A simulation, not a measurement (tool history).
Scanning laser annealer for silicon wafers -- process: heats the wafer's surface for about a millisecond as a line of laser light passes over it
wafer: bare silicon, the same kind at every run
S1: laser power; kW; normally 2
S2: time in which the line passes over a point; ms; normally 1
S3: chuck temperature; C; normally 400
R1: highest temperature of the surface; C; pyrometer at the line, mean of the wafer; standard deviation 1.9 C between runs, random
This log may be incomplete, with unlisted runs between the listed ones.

run    hour     S1    S2   S3    R1
  1       0      2     1  400  1139
  2    38.2      2     1  400  1134
       61.3  -- window over the wafer cleaned
  3    67.6      2     1  405  1129
  4    87.6      2  0.96  400  1110
  5   130.2      2  0.96  400  1105
  6   157.9      2  0.96  400  1109
      188.5  -- window over the wafer cleaned, once more
  7     191      2  0.96  400  1137
  8   226.9      2     1  400  1155
  9   247.5      2     1  366  1119
 10   293.6      2  0.81  400  1077
 11   324.6      2  0.98  400  1143
 12   353.8      2     1  375  1128
 13   374.2      2     1  400  1153
 14   416.9      2     1  400  1151
 15   450.6      2  0.74  400  1046
 16   475.3      2  0.74  400  1047
 17   510.4      2  0.74  400  1044
 18   536.2      2     1  414  1161
 19   562.9      2     1  414  1161
 20     583      2     1  414  1163
 21   611.7      2   0.8  368  1040
 22     639  1.986  0.84  368  1050
 23   661.5  1.986  0.84  368  1051
 24     701  1.838  0.84  368  1002
 25   745.3  1.923  0.84  396  1056
 26   765.2      2  1.06  396  1161
 27   803.4      2  1.06  396  1159
 28   839.9   1.74  1.07  409  1084
 29   878.2   1.74  0.87  407  1019
 30   920.6      2  1.22  403  1220
 31   954.6  1.934  0.77  438  1068
 32     997  1.934  0.77  438  1070
     1022.6  -- optics aligned, line set to its width
 33  1022.6  1.777  1.02  410  1086
 34  1052.7  2.011     1  437  1187
 35  1088.2  2.011     1  365  1113
 36    1131  2.011     1  365  1110
 37  1172.7  2.011     1  365  1109
 38  1211.2  2.011     1  365  1111
 39    1246  2.105  0.82  438  1145

Measured less the same run without the tool's hidden state. The same run-to-run variation is in both; the gauge's scatter may not be:
Hidden state at play: light that passes the window, % of a clean one's; laser's true power over the reading, %; width of the line over the set one, %; drift of the gauge itself on peak_c, C.
run   R1
  1  -28
  2  -29
  3  -41
  4  -41
  5  -42
  6  -43
  7   -9
  8  -10
  9  -10
 10  -10
 11  -11
 12  -12
 13  -12
 14  -14
 15  -13
 16  -13
 17  -14
 18  -16
 19  -16
 20  -17
 21  -15
 22  -16
 23  -16
 24  -17
 25  -18
 26  -22
 27  -22
 28  -20
 29  -19
 30  -26
 31  -20
 32  -21
 33  -17
 34  -19
 35  -20
 36  -20
 37  -21
 38  -22
 39  -21

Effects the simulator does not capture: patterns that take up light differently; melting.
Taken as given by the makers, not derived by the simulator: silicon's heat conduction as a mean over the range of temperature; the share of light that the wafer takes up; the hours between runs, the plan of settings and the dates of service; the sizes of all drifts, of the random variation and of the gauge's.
